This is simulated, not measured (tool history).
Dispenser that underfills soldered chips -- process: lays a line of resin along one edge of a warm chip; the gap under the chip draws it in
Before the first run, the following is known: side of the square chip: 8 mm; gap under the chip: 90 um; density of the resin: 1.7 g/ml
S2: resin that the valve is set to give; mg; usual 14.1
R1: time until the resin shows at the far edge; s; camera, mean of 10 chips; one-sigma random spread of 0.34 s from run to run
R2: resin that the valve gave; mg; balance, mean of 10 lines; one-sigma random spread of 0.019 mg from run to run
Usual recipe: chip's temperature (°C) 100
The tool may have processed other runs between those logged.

Run 1, hour 0: usual settings. Result: R1 26.8 s, R2 14.01 mg.
Run 2, hour 3.9: usual settings. Result: R1 32.4 s, R2 14.01 mg.
At hour 7.7: new syringe of resin.
Run 3, hour 9.4: usual settings. Result: R1 18.1 s, R2 13.98 mg.
Run 4, hour 13.1: usual settings but chip's temperature (°C) 107. Result: R1 16.6 s, R2 14 mg.
Run 5, hour 16.3: usual settings but chip's temperature (°C) 107. Result: R1 19.2 s, R2 14.01 mg.
Run 6, hour 21.8: usual settings but chip's temperature (°C) 107. Result: R1 25.7 s, R2 13.99 mg.
At hour 24.8: new syringe of resin.
Run 7, hour 26: usual settings but chip's temperature (°C) 112, S2 15 mg. Result: R1 10.2 s, R2 14.82 mg.
Run 8, hour 32.1: usual settings but chip's temperature (°C) 112, S2 15 mg. Result: R1 13.3 s, R2 14.8 mg.
Run 9, hour 36.7: usual settings but chip's temperature (°C) 95. Result: R1 38.1 s, R2 13.9 mg.
Run 10, hour 40.6: usual settings but chip's temperature (°C) 97, S2 16.3 mg. Result: R1 40.9 s, R2 16.06 mg.
At hour 41.5: new syringe of resin.
Run 11, hour 43.5: usual settings but chip's temperature (°C) 112, S2 15.9 mg. Result: R1 11 s, R2 15.69 mg.
Run 12, hour 47.1: usual settings but chip's temperature (°C) 107, S2 16.5 mg. Result: R1 16.4 s, R2 16.25 mg.

Alternative continuations, all from the tool just after run 12; predict every row:
Run A, hour 51.2: usual settings but S2 15.9 mg. Result: R1 ?, R2 ?.
Run B, hour 51.2: usual settings but S2 15.3 mg. Result: R1 ?, R2 ?.
Run C, hour 51.2: usual settings but chip's temperature (°C) 93, S2 13.7 mg. Result: R1 ?, R2 ?.

run    R1     R2
  A  27.4  15.65
  B    27  15.07
  C  38.2  13.49
Had the tool no hidden state, the same runs would have come out as:
run    R1     R2
  A  15.6  15.89
  B  15.2  15.31
  C  22.1   13.7

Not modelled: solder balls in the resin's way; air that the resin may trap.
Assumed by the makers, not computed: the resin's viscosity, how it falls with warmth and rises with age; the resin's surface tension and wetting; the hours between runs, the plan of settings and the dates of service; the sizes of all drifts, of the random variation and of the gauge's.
